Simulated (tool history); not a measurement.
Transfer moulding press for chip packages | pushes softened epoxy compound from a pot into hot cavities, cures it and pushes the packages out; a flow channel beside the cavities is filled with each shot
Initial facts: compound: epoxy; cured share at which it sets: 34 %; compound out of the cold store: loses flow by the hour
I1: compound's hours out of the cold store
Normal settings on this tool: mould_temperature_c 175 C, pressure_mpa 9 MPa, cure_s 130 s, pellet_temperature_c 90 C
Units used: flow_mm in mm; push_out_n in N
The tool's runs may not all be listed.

{"run": 1, "hour": 0.0, "mould_temperature_c": 175, "pressure_mpa": 9, "cure_s": 130, "pellet_temperature_c": 90, "I1": 39.1, "flow_mm": 567, "push_out_n": 181}
{"run": 2, "hour": 22.9, "mould_temperature_c": 170, "pressure_mpa": 9, "cure_s": 130, "pellet_temperature_c": 90, "I1": 21.5, "flow_mm": 630, "push_out_n": 258}
{"run": 3, "hour": 37.7, "mould_temperature_c": 176, "pressure_mpa": 9, "cure_s": 130, "pellet_temperature_c": 90, "I1": 14.5, "flow_mm": 637, "push_out_n": 238}
{"run": 4, "hour": 48.6, "mould_temperature_c": 176, "pressure_mpa": 9, "cure_s": 130, "pellet_temperature_c": 90, "I1": 44.6, "flow_mm": 547, "push_out_n": 231}
{"run": 5, "hour": 74.6, "mould_temperature_c": 176, "pressure_mpa": 9, "cure_s": 130, "pellet_temperature_c": 92, "I1": 43.3, "flow_mm": 545, "push_out_n": 261}
{"run": 6, "hour": 89.2, "mould_temperature_c": 170, "pressure_mpa": 9, "cure_s": 130, "pellet_temperature_c": 90, "I1": 43.3, "flow_mm": 564, "push_out_n": 333}
{"run": 7, "hour": 104.1, "mould_temperature_c": 170, "pressure_mpa": 9, "cure_s": 130, "pellet_temperature_c": 90, "I1": 47.6, "flow_mm": 536, "push_out_n": 210}
{"run": 8, "hour": 121.5, "mould_temperature_c": 170, "pressure_mpa": 9, "cure_s": 130, "pellet_temperature_c": 90, "I1": 11.3, "flow_mm": 650, "push_out_n": 261}
{"run": 9, "hour": 145.4, "mould_temperature_c": 170, "pressure_mpa": 9, "cure_s": 130, "pellet_temperature_c": 90, "I1": 34.9, "flow_mm": 579, "push_out_n": 286}
{"run": 10, "hour": 173.4, "mould_temperature_c": 170, "pressure_mpa": 9, "cure_s": 130, "pellet_temperature_c": 90, "I1": 20.6, "flow_mm": 700, "push_out_n": 322}
{"run": 11, "hour": 188.1, "mould_temperature_c": 170, "pressure_mpa": 9, "cure_s": 130, "pellet_temperature_c": 90, "I1": 42.3, "flow_mm": 620, "push_out_n": 321}
{"run": 12, "hour": 208.7, "mould_temperature_c": 175, "pressure_mpa": 9, "cure_s": 130, "pellet_temperature_c": 90, "I1": 21.8, "flow_mm": 653, "push_out_n": 196}
{"run": 13, "hour": 233.8, "mould_temperature_c": 175, "pressure_mpa": 9, "cure_s": 130, "pellet_temperature_c": 90, "I1": 13.1, "flow_mm": 688, "push_out_n": 232}
{"run": 14, "hour": 250.9, "mould_temperature_c": 175, "pressure_mpa": 9, "cure_s": 130, "pellet_temperature_c": 90, "I1": 41.9, "flow_mm": 588, "push_out_n": 255}
{"run": 15, "hour": 264.4, "mould_temperature_c": 175, "pressure_mpa": 9, "cure_s": 130, "pellet_temperature_c": 90, "I1": 12.4, "flow_mm": 694, "push_out_n": 278}
{"run": 16, "hour": 280.8, "mould_temperature_c": 182, "pressure_mpa": 11, "cure_s": 156, "pellet_temperature_c": 93, "I1": 19.8, "flow_mm": 719, "push_out_n": 257}
{"run": 17, "hour": 306.7, "mould_temperature_c": 182, "pressure_mpa": 11, "cure_s": 156, "pellet_temperature_c": 93, "I1": 32.1, "flow_mm": 662, "push_out_n": 184}
{"run": 18, "hour": 319.1, "mould_temperature_c": 182, "pressure_mpa": 11, "cure_s": 156, "pellet_temperature_c": 93, "I1": 24, "flow_mm": 688, "push_out_n": 191}
{"run": 19, "hour": 334.2, "mould_temperature_c": 175, "pressure_mpa": 10.8, "cure_s": 130, "pellet_temperature_c": 90, "I1": 25.2, "flow_mm": 702, "push_out_n": 230}
{"run": 20, "hour": 349.6, "mould_temperature_c": 175, "pressure_mpa": 10.8, "cure_s": 130, "pellet_temperature_c": 90, "I1": 16.9, "flow_mm": 741, "push_out_n": 255}
{"run": 21, "hour": 375.6, "mould_temperature_c": 175, "pressure_mpa": 10.8, "cure_s": 130, "pellet_temperature_c": 90, "I1": 35.3, "flow_mm": 670, "push_out_n": 267}
{"run": 22, "hour": 396.8, "mould_temperature_c": 175, "pressure_mpa": 10.8, "cure_s": 130, "pellet_temperature_c": 90, "I1": 33.4, "flow_mm": 669, "push_out_n": 178}
{"run": 23, "hour": 418.6, "mould_temperature_c": 175, "pressure_mpa": 10.8, "cure_s": 130, "pellet_temperature_c": 90, "I1": 24.1, "flow_mm": 706, "push_out_n": 212}
{"run": 24, "hour": 431.8, "mould_temperature_c": 175, "pressure_mpa": 10.8, "cure_s": 130, "pellet_temperature_c": 90, "I1": 26.1, "flow_mm": 686, "push_out_n": 230}
{"run": 25, "hour": 451.5, "mould_temperature_c": 175, "pressure_mpa": 10.8, "cure_s": 130, "pellet_temperature_c": 90, "I1": 27.9, "flow_mm": 692, "push_out_n": 249}
{"run": 26, "hour": 466.8, "mould_temperature_c": 175, "pressure_mpa": 10.8, "cure_s": 130, "pellet_temperature_c": 90, "I1": 12.1, "flow_mm": 728, "push_out_n": 270}
{"run": 27, "hour": 482.6, "mould_temperature_c": 175, "pressure_mpa": 9, "cure_s": 153, "pellet_temperature_c": 90, "I1": 20, "flow_mm": 635, "push_out_n": 266}
{"run": 28, "hour": 505.8, "mould_temperature_c": 175, "pressure_mpa": 9, "cure_s": 130, "pellet_temperature_c": 81, "I1": 9.6, "flow_mm": 684, "push_out_n": 208}
{"run": 29, "hour": 528.3, "mould_temperature_c": 175, "pressure_mpa": 9, "cure_s": 130, "pellet_temperature_c": 81, "I1": 41.1, "flow_mm": 581, "push_out_n": 234}
{"run": 30, "hour": 543.7, "mould_temperature_c": 179, "pressure_mpa": 9.11, "cure_s": 121, "pellet_temperature_c": 81, "I1": 15.4, "flow_mm": 646, "push_out_n": 244}

Not shown: 6 entries that the log had between the listed runs. Between which runs, and how does the tool's hidden state differ before and after?
From run 6 to run 7: cavities cleaned with cleaning compound and waxed (hour 94.5)
  true mould temperature over the reading, C: -0.14 -> -0.15; pressure that reaches the compound, % of what is set: 82.49 -> 82.18; grip of the stained cavities, % over clean ones': 67.8 -> 10.4
  difference, measured minus the result without the unlogged condition, flow_mm: -56 -> -55 mm; push_out_n: +134 -> +21 N
From run 9 to run 10: plunger's sealing rings changed (hour 159.9)
  true mould temperature over the reading, C: -0.18 -> -0.2; pressure that reaches the compound, % of what is set: 81.14 -> 98.81; grip of the stained cavities, % over clean ones': 45.5 -> 59.9
  difference, measured minus the result without the unlogged condition, flow_mm: -63 -> -4 mm; push_out_n: +92 -> +124 N
From run 11 to run 12: cavities cleaned with cleaning compound and waxed (hour 194.2)
  true mould temperature over the reading, C: -0.21 -> -0.23; pressure that reaches the compound, % of what is set: 98.43 -> 97.92; grip of the stained cavities, % over clean ones': 66.2 -> 18.6
  difference, measured minus the result without the unlogged condition, flow_mm: -4 -> -6 mm; push_out_n: +129 -> +32 N
From run 16 to run 17: cavities cleaned with cleaning compound and waxed (hour 292.6)
  true mould temperature over the reading, C: -0.28 -> -0.3; pressure that reaches the compound, % of what is set: 96.01 -> 95.39; grip of the stained cavities, % over clean ones': 64.7 -> 16.8
  difference, measured minus the result without the unlogged condition, flow_mm: -14 -> -15 mm; push_out_n: +105 -> +26 N
From run 21 to run 22: cavities cleaned with cleaning compound and waxed (hour 391.3)
  true mould temperature over the reading, C: -0.36 -> -0.37; pressure that reaches the compound, % of what is set: 93.71 -> 93.19; grip of the stained cavities, % over clean ones': 62.5 -> 7.6
  difference, measured minus the result without the unlogged condition, flow_mm: -21 -> -22 mm; push_out_n: +104 -> +14 N
From run 27 to run 28: cavities cleaned with cleaning compound and waxed (hour 489.6)
  true mould temperature over the reading, C: -0.44 -> -0.45; pressure that reaches the compound, % of what is set: 91.04 -> 90.47; grip of the stained cavities, % over clean ones': 65.3 -> 23.1
  difference, measured minus the result without the unlogged condition, flow_mm: -30 -> -34 mm; push_out_n: +105 -> +41 N
